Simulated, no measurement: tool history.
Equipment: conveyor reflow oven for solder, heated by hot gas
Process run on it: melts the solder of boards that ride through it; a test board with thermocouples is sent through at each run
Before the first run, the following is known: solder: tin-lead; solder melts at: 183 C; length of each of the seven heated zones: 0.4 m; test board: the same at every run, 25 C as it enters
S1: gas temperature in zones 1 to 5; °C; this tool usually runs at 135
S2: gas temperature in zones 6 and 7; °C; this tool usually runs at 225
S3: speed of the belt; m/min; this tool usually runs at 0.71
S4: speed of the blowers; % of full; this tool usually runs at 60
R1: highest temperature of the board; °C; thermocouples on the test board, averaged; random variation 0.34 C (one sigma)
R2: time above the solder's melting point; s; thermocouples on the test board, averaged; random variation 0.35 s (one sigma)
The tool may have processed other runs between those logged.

run,hour,S1,S2,S3,S4,R1,R2
1,0,135,225,0.71,60,208.2,42.6
2,16.9,135,225,0.71,60,208.2,42.5
# hour 45.7: flux residue cleaned out of gas plates and filters
3,51.9,135,225,0.71,60,208.6,43.1
4,79.6,135,225,0.71,60,208.4,43
5,97.1,150,225,0.71,60,211.8,51
6,121.6,150,225,0.71,60,211.4,51.1
7,143.4,135,225,0.71,71,210.2,44.7
8,164.4,134,225,0.71,71,210.2,44.9
9,186.6,134,225,0.71,71,210.2,44.3
10,200.8,135,225,0.666,60,210.5,47.9
11,218.1,135,225,0.666,60,210.9,48.1
12,250.5,146,230,0.793,79,214.6,45.7
13,273.1,146,230,0.793,79,214.8,46.1
14,296.8,146,230,0.793,79,214.5,46
15,317.8,135,225,0.834,83,207.1,35.3
16,340.8,135,230,0.71,60,212.9,46.1

Consider 5 possible next runs. They are alternatives, not a sequence: every one starts from the tool as it was left by run 16. What does each give?
A,360.7,128,237,0.743,60,?,?
B,360.7,135,225,0.591,70,?,?
C,360.7,135,230,0.738,62,?,?
D,360.7,135,225,0.729,86,?,?
E,360.7,144,230,0.572,60,?,?

run,R1,R2
A,215.7,43.6
B,215,60.4
C,211.8,43.6
D,211.2,45.7
E,219.7,68.1
Without the tool's hidden state the same runs would have given:
run,R1,R2
A,215.8,43.6
B,215,60.4
C,211.9,43.6
D,211.3,45.7
E,219.7,68
